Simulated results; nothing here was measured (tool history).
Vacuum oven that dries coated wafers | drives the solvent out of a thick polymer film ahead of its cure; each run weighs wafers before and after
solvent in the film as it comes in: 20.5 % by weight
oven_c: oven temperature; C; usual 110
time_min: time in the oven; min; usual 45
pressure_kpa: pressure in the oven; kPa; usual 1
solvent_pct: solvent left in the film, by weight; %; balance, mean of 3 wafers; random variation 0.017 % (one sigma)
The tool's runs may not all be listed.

run   hour  oven_c  time_min  pressure_kpa  solvent_pct
  1      0     110        45             1         2.66
  2   13.5     110        45             1         2.69
  3   24.5     110        45             1          2.7
  4   36.9     110        45          1.78         3.12
  5   52.7     110        45           0.5         2.38
  6   66.2     110        45           0.5         2.41
  7   79.8     110        32             1         4.32
  8   90.8     110        45             1          2.7
  9   98.6     110        45             1         2.69
 10  106.3     110        45             1         2.69
 11  122.9     111        45             1         2.38
 12  132.4     111        24             1         5.64
 13  146.1     111        24             1         5.61
 14  157.9     111        81             1         0.91
 15  174.2     110        69             1          1.3
 16  184.6     110        69             1          1.3
 17  200.2     101        45          0.58         5.54
 18  209.8     125        25          1.12          1.4
 19  222.9     125        40          0.55          0.4
 20  234.9     120        45          1.36         0.96

The same runs without the tool's hidden state, with the same run-to-run variation:
The hidden state here: true wafer temperature over the reading, C; true pressure over the reading, kPa; drift of the gauge itself on solvent_pct, %.
run  solvent_pct
  1         2.83
  2         2.86
  3         2.87
  4          3.3
  5         2.55
  6         2.58
  7         4.55
  8         2.87
  9         2.87
 10         2.87
 11         2.55
 12         5.88
 13         5.86
 14         0.95
 15         1.39
 16         1.39
 17          5.8
 18         1.51
 19         0.43
 20         1.02

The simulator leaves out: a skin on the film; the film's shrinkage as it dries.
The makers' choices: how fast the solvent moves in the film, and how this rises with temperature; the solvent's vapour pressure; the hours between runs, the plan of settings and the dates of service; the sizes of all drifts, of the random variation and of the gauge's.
